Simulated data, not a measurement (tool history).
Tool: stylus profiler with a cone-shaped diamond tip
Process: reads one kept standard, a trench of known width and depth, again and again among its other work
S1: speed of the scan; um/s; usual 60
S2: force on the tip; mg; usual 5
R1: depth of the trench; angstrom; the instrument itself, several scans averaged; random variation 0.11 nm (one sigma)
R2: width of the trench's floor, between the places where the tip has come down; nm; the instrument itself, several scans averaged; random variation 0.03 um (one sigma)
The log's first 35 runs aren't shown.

run 36 hour=644 | S1=24 S2=3.18 | R1=2021.1 R2=46830
run 37 hour=666.2 | S1=101 S2=1.91 | R1=2013.5 R2=46560
run 38 hour=686.7 | S1=101 S2=1.91 | R1=2014.2 R2=46510
run 39 hour=711.9 | S1=40 S2=5 | R1=2031.6 R2=46740
run 40 hour=728.2 | S1=60 S2=8.79 | R1=2048.7 R2=46790
run 41 hour=745.2 | S1=21 S2=8.74 | R1=2048.5 R2=46830
run 42 hour=766 | S1=57 S2=2.6 | R1=2016.9 R2=46690
run 43 hour=782.4 | S1=68 S2=3.89 | R1=2025.7 R2=46730

Forecast each of these 3 alternatives for the next run:
run A hour=795.1 | S1=66 S2=13.01 | R1=? R2=?
run B hour=795.1 | S1=20 S2=6.94 | R1=? R2=?
run C hour=795.1 | S1=60 S2=4.57 | R1=? R2=?

run=A R1=2066.1 R2=46750
run=B R1=2040.6 R2=46850
run=C R1=2028.4 R2=46680
Without the tool's hidden state the same runs would have given:
run=A R1=2073.1 R2=47080
run=B R1=2047.5 R2=47170
run=C R1=2035.3 R2=47010
